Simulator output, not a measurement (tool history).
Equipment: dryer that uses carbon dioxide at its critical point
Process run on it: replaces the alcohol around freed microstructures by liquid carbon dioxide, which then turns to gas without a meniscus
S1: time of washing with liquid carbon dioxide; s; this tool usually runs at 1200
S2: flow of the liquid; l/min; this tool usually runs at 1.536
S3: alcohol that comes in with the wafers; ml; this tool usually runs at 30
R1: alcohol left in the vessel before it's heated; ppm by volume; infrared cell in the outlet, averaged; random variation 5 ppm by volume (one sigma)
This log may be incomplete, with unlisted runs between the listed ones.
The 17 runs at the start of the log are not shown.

run	hour	S1	S2	S3	R1
18	141.4	1380	1.130	87	101
19	147.7	1380	1.130	87	90
20	158.9	1620	0.950	25	59
21	166.7	1620	0.950	25	63
22	175.2	1800	1.536	97	57
23	184.2	1800	1.536	97	52
24	193.5	1440	1.536	30	47
25	205.3	1620	1.480	37	53
26	212.3	780	2.150	63	73
27	219.7	780	2.370	22	51
28	231.2	780	1.070	25	286
29	237.8	780	1.070	25	291
30	244.0	1800	1.920	44	58
31	253.3	1800	1.920	44	54

Below are 3 alternative next runs, each starting from the tool's condition after run 31. Predict each:
A	258.9	1740	1.700	26	?
B	258.9	1440	2.360	51	?
C	258.9	840	1.770	35	?

run	R1
A	62
B	71
C	82
Take away the tool's hidden state, keep each run's random variation, and the runs would have read:
run	R1
A	10
B	18
C	20

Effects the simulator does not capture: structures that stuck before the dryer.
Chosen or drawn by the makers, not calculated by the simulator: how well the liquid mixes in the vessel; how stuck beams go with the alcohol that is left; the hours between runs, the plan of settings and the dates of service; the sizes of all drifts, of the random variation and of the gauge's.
